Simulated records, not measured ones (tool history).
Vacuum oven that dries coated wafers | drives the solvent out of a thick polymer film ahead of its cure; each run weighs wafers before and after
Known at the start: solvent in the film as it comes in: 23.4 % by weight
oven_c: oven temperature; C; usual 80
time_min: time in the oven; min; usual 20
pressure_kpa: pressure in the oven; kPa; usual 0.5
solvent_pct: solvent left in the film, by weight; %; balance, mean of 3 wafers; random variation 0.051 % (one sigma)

run,hour,oven_c,time_min,pressure_kpa,solvent_pct
1,0,80,20,0.5,0.93
2,10.6,80,20,0.5,0.96
3,17.2,80,20,0.5,0.85
4,31.1,80,20,0.5,0.98
5,42,80,20,0.5,0.91
6,50.3,80,20,0.749,1.08
7,63.7,80,20,0.749,1.02
8,75.9,80,11,0.749,3.5
# hour 78.2: vacuum gauge cleaned of residue and calibrated
9,89.2,80,11,0.749,3.44
10,101.5,80,24,0.5,0.58
11,114.5,80,24,0.5,0.63
# hour 124.4: vacuum gauge cleaned of residue and calibrated, once more
12,124.8,83,23,0.367,0.26
13,131.4,69,35,0.598,1.48
14,144,67,13,0.296,7.67
15,152.5,70,32,0.36,1.51
16,159.5,88,20,1.099,0.37
17,165.8,87,12,0.5,1.25
18,179.3,87,35,0.5,0.08
19,187.8,95,12,0.263,0.21
20,201.3,77,17,0.366,2.06
21,213.5,80,20,0.429,0.89
22,223.3,66,24,0.429,4.08

Forecast each of these 5 alternatives for the next run:
A,234.8,82,22,1.93,?
B,234.8,81,24,0.69,?
C,234.8,66,24,0.366,?
D,234.8,87,14,0.5,?
E,234.8,76,11,0.429,?

run,solvent_pct
A,1
B,0.47
C,4.25
D,0.64
E,4.96
Without the tool's hidden state the same runs would have given:
run,solvent_pct
A,0.91
B,0.39
C,3.86
D,0.53
E,4.59
